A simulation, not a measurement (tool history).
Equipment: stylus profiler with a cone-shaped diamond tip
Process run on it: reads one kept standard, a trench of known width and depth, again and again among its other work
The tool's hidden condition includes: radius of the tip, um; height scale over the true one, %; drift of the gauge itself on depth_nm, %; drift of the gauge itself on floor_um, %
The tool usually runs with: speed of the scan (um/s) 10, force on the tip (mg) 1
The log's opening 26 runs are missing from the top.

run    hour  speed of the scan (um/s)  force on the tip (mg)  scans with this tip  hours of work since the height scale was calibrated  depth of the trench (angstrom)  width of the trench's floor (µm)
 27  2493.5                         4                   0.68                10537                                                  791                           10042                             14.13
     2533.4  -- new tip fitted, height scale calibrated
 28  2564.4                         4                   0.68                  245                                                   18                         10066.9                             16.47
 29  2617.9                         3                   0.63                  666                                                   50                         10060.2                              16.4
 30  2710.6                         4                   0.99                 1397                                                  105                         10082.3                             16.19
 31  2768.7                         8                   1.07                 1855                                                  139                         10082.1                             15.98
 32  2828.2                         2                    1.7                 2324                                                  174                         10117.5                             15.88
 33  2938.7                        28                   0.87                 3195                                                  240                         10069.6                             15.45
 34  3035.9                         2                   0.87                 3961                                                  297                         10066.8                             15.47
 35  3124.6                        10                   2.31                 4660                                                  350                         10138.1                             15.33
 36  3221.8                        10                   0.47                 5426                                                  407                         10043.2                             15.06
 37  3345.7                        10                   0.47                 6403                                                  480                           10039                             14.88
 38  3431.9                        10                   0.47                 7083                                                  531                         10039.5                             14.75
 39  3494.7                         2                   1.03                 7578                                                  569                           10071                             14.75
 40  3591.6                         2                   1.03                 8342                                                  626                         10068.9                             14.54
 41  3645.3                         2                   1.03                 8765                                                  658                         10070.5                             14.46

For run 42, what comes out?
 42  3718.1                         4                   0.55                 9339                                                  701                               ?                                 ?

Run 42 came out at depth of the trench (angstrom) 10038.2, width of the trench's floor (µm) 14.31.
Take away the tool's hidden state, keep the run-to-run variation as it was, and the same run would have given depth of the trench (angstrom) 10054.6, width of the trench's floor (µm) 16.46.
